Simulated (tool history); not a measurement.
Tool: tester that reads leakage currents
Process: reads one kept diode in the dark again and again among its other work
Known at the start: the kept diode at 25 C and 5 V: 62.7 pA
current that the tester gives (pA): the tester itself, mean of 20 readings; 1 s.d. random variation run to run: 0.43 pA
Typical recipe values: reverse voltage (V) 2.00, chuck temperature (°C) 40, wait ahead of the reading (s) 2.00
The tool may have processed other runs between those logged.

run	hour	reverse voltage (V)	chuck temperature (°C)	wait ahead of the reading (s)	current that the tester gives (pA)
1	0.0	2.00	40	2.00	141.93
2	216.9	2.00	40	2.00	143.83
3	353.6	2.00	40	2.00	143.73
4	507.1	2.00	40	2.00	144.82
5	664.4	2.00	40	2.00	145.83
6	882.1	2.00	40	2.00	145.98
# hour 900.8: probe card cleaned and baked
7	1005.2	2.00	40	2.00	147.66
# hour 1077.1: tester calibrated
8	1220.6	2.00	40	2.00	151.86
9	1398.6	2.00	40	2.00	152.88
10	1584.4	2.00	40	2.00	154.32
# hour 1614.9: probe card cleaned and baked, once more
11	1755.7	2.00	40	2.00	151.96
12	1862.9	1.61	35	2.00	98.54
13	2071.2	2.86	24	1.76	53.33
14	2273.6	2.86	23	1.76	49.73
15	2438.9	2.00	27	3.83	59.48
16	2533.5	12.70	33	3.83	180.07
# hour 2595.8: chuck's temperature calibrated
17	2634.7	1.37	55	0.30	347.97
18	2775.0	1.37	55	0.30	348.52
19	2957.8	3.73	44	2.00	235.61
20	3095.9	3.73	44	2.00	237.07
21	3264.4	3.73	44	2.00	237.04

Alternative continuations, all from the tool just after run 21; predict every row:
A	3447.5	1.17	24	0.81	?
B	3447.5	2.64	39	0.33	?
C	3447.5	3.20	55	3.46	?
D	3447.5	2.00	27	2.00	?

run	current that the tester gives (pA)
A	37.26
B	153.20
C	473.06
D	56.59
With no hidden state in the tool, these same runs would have given:
run	current that the tester gives (pA)
A	35.86
B	149.27
C	465.09
D	54.33
